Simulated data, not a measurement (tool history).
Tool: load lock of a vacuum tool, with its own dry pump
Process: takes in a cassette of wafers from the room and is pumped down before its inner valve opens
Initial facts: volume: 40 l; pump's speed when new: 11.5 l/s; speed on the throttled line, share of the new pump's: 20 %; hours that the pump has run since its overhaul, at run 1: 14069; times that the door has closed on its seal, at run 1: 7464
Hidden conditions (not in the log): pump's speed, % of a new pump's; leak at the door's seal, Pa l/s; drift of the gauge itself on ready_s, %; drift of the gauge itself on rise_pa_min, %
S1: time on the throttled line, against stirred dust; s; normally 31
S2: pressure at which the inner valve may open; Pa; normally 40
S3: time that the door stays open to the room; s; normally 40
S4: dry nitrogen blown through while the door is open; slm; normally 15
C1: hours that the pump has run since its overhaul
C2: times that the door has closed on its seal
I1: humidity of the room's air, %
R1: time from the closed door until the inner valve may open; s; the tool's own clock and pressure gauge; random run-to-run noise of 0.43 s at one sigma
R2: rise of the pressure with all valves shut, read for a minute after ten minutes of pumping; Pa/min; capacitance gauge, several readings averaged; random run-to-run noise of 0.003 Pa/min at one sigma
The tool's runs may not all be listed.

run,day,S1,S2,S3,S4,C1,C2,I1,R1,R2
1,0.000,31,40,40,15,14069,7464,44.5,56.3,0.056
2,2.625,31,40,40,15,14132,7712,45.5,56.0,0.062
3,5.442,31,40,40,15,14200,7978,48.1,56.0,0.060
4,9.542,31,40,40,15,14298,8366,45.9,56.1,0.060
5,12.354,31,40,40,15,14366,8632,41.6,55.3,0.059
6,14.262,31,40,40,15,14411,8812,48.3,57.1,0.067
7,17.217,31,40,40,15,14482,9091,47.4,56.6,0.065
8,20.362,31,40,40,15,14558,9389,47.4,56.3,0.070
9,22.879,31,40,40,15,14618,9626,48.9,56.5,0.073
10,26.358,31,40,40,15,14702,9955,42.8,56.4,0.065
11,29.138,31,40,40,15,14768,10218,46.2,56.7,0.067
12,31.592,31,40,40,15,14827,10450,45.6,56.3,0.070
13,35.646,31,40,40,15,14925,10833,43.2,57.1,0.067
14,39.783,47,40,26,27,15024,11224,48.0,68.8,0.064
15,43.338,47,40,49,10,15109,11560,47.0,69.9,0.085
16,45.379,47,40,49,10,15158,11753,45.5,68.9,0.080
17,49.462,30,40,40,24,15256,12139,42.5,56.1,0.067
18,52.992,30,40,40,24,15341,12472,45.7,56.6,0.070
19,55.950,30,40,40,24,15412,12752,45.7,56.5,0.072
20,57.933,22,40,40,15,15460,12940,45.6,49.2,0.094
21,60.746,22,40,40,15,15527,13205,48.4,50.2,0.081

Predict the results of run 22:
22,63.600,31,56,80,15,15596,13475,46.3,?,?

For run 22 the tool returned R1 55.5 s, R2 0.085 Pa/min.
If the tool had no hidden condition, the same run with the same run-to-run variation would have returned R1 51.0 s, R2 0.034 Pa/min.
